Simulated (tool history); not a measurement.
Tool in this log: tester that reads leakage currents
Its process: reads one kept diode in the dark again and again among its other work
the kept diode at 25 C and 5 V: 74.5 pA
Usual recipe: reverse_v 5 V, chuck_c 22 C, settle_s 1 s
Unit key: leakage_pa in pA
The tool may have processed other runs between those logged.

run 1 hour=0 | reverse_v=5 chuck_c=22 settle_s=1 | leakage_pa=57.93
run 2 hour=85.2 | reverse_v=5 chuck_c=22 settle_s=1 | leakage_pa=58.01
run 3 hour=153.5 | reverse_v=5 chuck_c=22 settle_s=1 | leakage_pa=58.18
run 4 hour=260.4 | reverse_v=5 chuck_c=26 settle_s=1 | leakage_pa=82.72
run 5 hour=339.5 | reverse_v=5 chuck_c=26 settle_s=1 | leakage_pa=82.94
run 6 hour=411.2 | reverse_v=5 chuck_c=26 settle_s=1 | leakage_pa=82.68
run 7 hour=494.7 | reverse_v=5 chuck_c=26 settle_s=1 | leakage_pa=82.85
run 8 hour=597.6 | reverse_v=5 chuck_c=26 settle_s=1 | leakage_pa=83.02
run 9 hour=661.4 | reverse_v=5 chuck_c=32 settle_s=1 | leakage_pa=140.8
run 10 hour=729.9 | reverse_v=5 chuck_c=32 settle_s=1 | leakage_pa=140.02
run 11 hour=805.7 | reverse_v=5 chuck_c=22 settle_s=3.94 | leakage_pa=57.94
run 12 hour=877.5 | reverse_v=5 chuck_c=22 settle_s=1.93 | leakage_pa=58.41
run 13 hour=987.6 | reverse_v=5 chuck_c=22 settle_s=1.93 | leakage_pa=63.98
run 14 hour=1095.3 | reverse_v=4.14 chuck_c=22 settle_s=1.93 | leakage_pa=59.34
run 15 hour=1168.6 | reverse_v=4.14 chuck_c=28 settle_s=1.43 | leakage_pa=99.95
run 16 hour=1274.5 | reverse_v=4.89 chuck_c=22 settle_s=1 | leakage_pa=63.81
run 17 hour=1364.5 | reverse_v=4.89 chuck_c=22 settle_s=1 | leakage_pa=62.77
run 18 hour=1409 | reverse_v=3.11 chuck_c=37 settle_s=2.68 | leakage_pa=189.89
run 19 hour=1502.4 | reverse_v=3.11 chuck_c=37 settle_s=2.68 | leakage_pa=188.54
run 20 hour=1577 | reverse_v=3.11 chuck_c=36 settle_s=2.68 | leakage_pa=173.54
run 21 hour=1625.5 | reverse_v=1.21 chuck_c=22 settle_s=1.95 | leakage_pa=34.57

Withheld: 3 entries from between the runs. Position of each, and hidden state at the listed run before versus the listed run after:
Runs 12 to 13: tester calibrated (hour 887); chuck's temperature calibrated (hour 952.8)
  stray current of the dirty probe card, pA a volt: 1.241 -> 1.306; current scale over the true one, %: 1.21 -> 1.85; true chuck temperature over the reading, C: -0.91 -> 0.05
  measured result minus the result with no hidden state, leakage_pa: +2.08 -> +7.86 pA
Runs 16 to 17: tester calibrated, once more (hour 1336.3)
  stray current of the dirty probe card, pA a volt: 1.481 -> 1.53; current scale over the true one, %: 1.97 -> 0.14; true chuck temperature over the reading, C: -0.09 -> -0.13
  measured result minus the result with no hidden state, leakage_pa: +7.89 -> +6.77 pA
